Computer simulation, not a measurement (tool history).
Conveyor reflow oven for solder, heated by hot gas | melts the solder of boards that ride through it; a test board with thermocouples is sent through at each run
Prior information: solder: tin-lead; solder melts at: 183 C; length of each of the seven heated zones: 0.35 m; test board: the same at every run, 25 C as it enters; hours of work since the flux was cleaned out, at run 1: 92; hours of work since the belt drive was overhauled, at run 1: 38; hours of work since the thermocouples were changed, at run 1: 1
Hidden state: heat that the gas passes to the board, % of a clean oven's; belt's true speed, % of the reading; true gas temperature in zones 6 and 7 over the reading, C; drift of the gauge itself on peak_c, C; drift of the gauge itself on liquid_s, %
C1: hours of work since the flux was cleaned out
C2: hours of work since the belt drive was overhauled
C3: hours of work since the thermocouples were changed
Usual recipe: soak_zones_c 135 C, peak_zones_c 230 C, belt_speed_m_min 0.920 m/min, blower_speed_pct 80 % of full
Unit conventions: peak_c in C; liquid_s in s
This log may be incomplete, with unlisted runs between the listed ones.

Run 1, day 0.000: usual settings; C1 92; C2 38; C3 1. Result: peak_c 210.3 C, liquid_s 29.2 s.
Run 2, day 0.304: usual settings; C1 96; C2 41; C3 4. Result: peak_c 210.7 C, liquid_s 29.7 s.
Run 3, day 0.633: usual settings but belt_speed_m_min 0.806 m/min; C1 99; C2 45; C3 8. Result: peak_c 214.2 C, liquid_s 37.1 s.
Run 4, day 0.975: usual settings but soak_zones_c 122 C; C1 103; C2 49; C3 12. Result: peak_c 207.7 C, liquid_s 25.2 s.
Run 5, day 1.388: usual settings but soak_zones_c 122 C; C1 108; C2 53; C3 16. Result: peak_c 207.6 C, liquid_s 25.2 s.
Run 6, day 1.725: usual settings; C1 111; C2 57; C3 20. Result: peak_c 209.1 C, liquid_s 29.8 s.
Run 7, day 2.100: usual settings but blower_speed_pct 83 % of full; C1 116; C2 61; C3 24. Result: peak_c 211.5 C, liquid_s 29.7 s.
Run 8, day 2.392: usual settings but blower_speed_pct 83 % of full; C1 119; C2 64; C3 27. Result: peak_c 211.1 C, liquid_s 29.8 s.
Run 9, day 2.600: usual settings but blower_speed_pct 83 % of full; C1 121; C2 67; C3 30. Result: peak_c 210.6 C, liquid_s 29.8 s.
Run 10, day 3.000: usual settings but blower_speed_pct 83 % of full; C1 126; C2 71; C3 34. Result: peak_c 211.0 C, liquid_s 30.2 s.
Run 11, day 3.492: usual settings but blower_speed_pct 83 % of full; C1 131; C2 77; C3 40. Result: peak_c 210.5 C, liquid_s 29.5 s.
Run 12, day 3.842: usual settings but blower_speed_pct 83 % of full; C1 135; C2 81; C3 44. Result: peak_c 210.8 C, liquid_s 29.8 s.
Run 13, day 4.200: usual settings but blower_speed_pct 83 % of full; C1 139; C2 85; C3 48. Result: peak_c 210.6 C, liquid_s 29.4 s.
Run 14, day 4.458: usual settings but blower_speed_pct 83 % of full; C1 142; C2 88; C3 50. Result: peak_c 210.3 C, liquid_s 29.5 s.
Run 15, day 4.950: usual settings but blower_speed_pct 83 % of full; C1 148; C2 93; C3 56. Result: peak_c 209.9 C, liquid_s 29.7 s.
Run 16, day 5.317: usual settings but blower_speed_pct 83 % of full; C1 152; C2 97; C3 60. Result: peak_c 210.5 C, liquid_s 29.7 s.
Run 17, day 5.808: usual settings but blower_speed_pct 83 % of full; C1 157; C2 103; C3 66. Result: peak_c 210.4 C, liquid_s 29.6 s.
Run 18, day 6.242: usual settings but blower_speed_pct 83 % of full; C1 162; C2 107; C3 70. Result: peak_c 210.2 C, liquid_s 29.3 s.
Run 19, day 6.700: usual settings but soak_zones_c 123 C, peak_zones_c 245 C, belt_speed_m_min 0.978 m/min, blower_speed_pct 68 % of full; C1 167; C2 113; C3 76. Result: peak_c 212.8 C, liquid_s 25.6 s.
Run 20, day 7.075: usual settings but soak_zones_c 123 C, peak_zones_c 245 C, belt_speed_m_min 1.025 m/min, blower_speed_pct 81 % of full; C1 171; C2 117; C3 80. Result: peak_c 214.0 C, liquid_s 25.7 s.
Run 21, day 7.312: usual settings but soak_zones_c 134 C, peak_zones_c 225 C, belt_speed_m_min 0.983 m/min; C1 174; C2 119; C3 82. Result: peak_c 202.6 C, liquid_s 22.8 s.
Run 22, day 7.538: usual settings but soak_zones_c 143 C, peak_zones_c 225 C, belt_speed_m_min 0.983 m/min, blower_speed_pct 54 % of full; C1 176; C2 122; C3 85. Result: peak_c 198.0 C, liquid_s 18.3 s.
Run 23, day 7.762: usual settings but soak_zones_c 143 C, peak_zones_c 225 C, belt_speed_m_min 0.983 m/min, blower_speed_pct 54 % of full; C1 179; C2 124; C3 87. Result: peak_c 197.2 C, liquid_s 18.4 s.
Run 24, day 8.108: usual settings but soak_zones_c 143 C, peak_zones_c 225 C, belt_speed_m_min 0.983 m/min, blower_speed_pct 54 % of full; C1 183; C2 128; C3 91. Result: peak_c 197.3 C, liquid_s 17.8 s.
Run 25, day 8.579: usual settings but soak_zones_c 127 C, belt_speed_m_min 0.817 m/min; C1 188; C2 134; C3 97. Result: peak_c 212.0 C, liquid_s 32.7 s.
Run 26, day 8.912: usual settings but soak_zones_c 137 C, peak_zones_c 241 C, belt_speed_m_min 0.911 m/min, blower_speed_pct 53 % of full; C1 192; C2 137; C3 100. Result: peak_c 209.4 C, liquid_s 28.3 s.
Run 27, day 9.354: usual settings but soak_zones_c 143 C, belt_speed_m_min 0.765 m/min, blower_speed_pct 76 % of full; C1 197; C2 142; C3 105. Result: peak_c 215.8 C, liquid_s 41.5 s.
Run 28, day 9.783: usual settings but soak_zones_c 130 C, peak_zones_c 229 C, belt_speed_m_min 1.064 m/min, blower_speed_pct 68 % of full; C1 202; C2 147; C3 110. Result: peak_c 197.8 C, liquid_s 15.4 s.
Run 29, day 10.100: usual settings but soak_zones_c 150 C, peak_zones_c 240 C, belt_speed_m_min 1.064 m/min, blower_speed_pct 68 % of full; C1 205; C2 151; C3 114. Result: peak_c 211.7 C, liquid_s 28.4 s.
Run 30, day 10.504: usual settings but soak_zones_c 136 C, blower_speed_pct 53 % of full; C1 210; C2 155; C3 118. Result: peak_c 200.0 C, liquid_s 21.4 s.

Branching from run 30: 4 alternative next runs. What would each branch give?
Run A, day 10.842: usual settings but belt_speed_m_min 0.835 m/min; C1 213; C2 159; C3 122. Result: peak_c ?, liquid_s ?.
Run B, day 10.842: usual settings but soak_zones_c 140 C, blower_speed_pct 54 % of full; C1 213; C2 159; C3 122. Result: peak_c ?, liquid_s ?.
Run C, day 10.842: usual settings but soak_zones_c 146 C, blower_speed_pct 60 % of full; C1 213; C2 159; C3 122. Result: peak_c ?, liquid_s ?.
Run D, day 10.842: usual settings but soak_zones_c 142 C; C1 213; C2 159; C3 122. Result: peak_c ?, liquid_s ?.

run  peak_c  liquid_s
  A   212.3      34.0
  B   202.2      23.6
  C   205.8      28.1
  D   210.4      30.7
With the hidden condition removed and each run's random variation left untouched, the same runs would have given:
run  peak_c  liquid_s
  A   214.5      35.5
  B   204.2      25.3
  C   207.8      29.7
  D   212.6      32.2
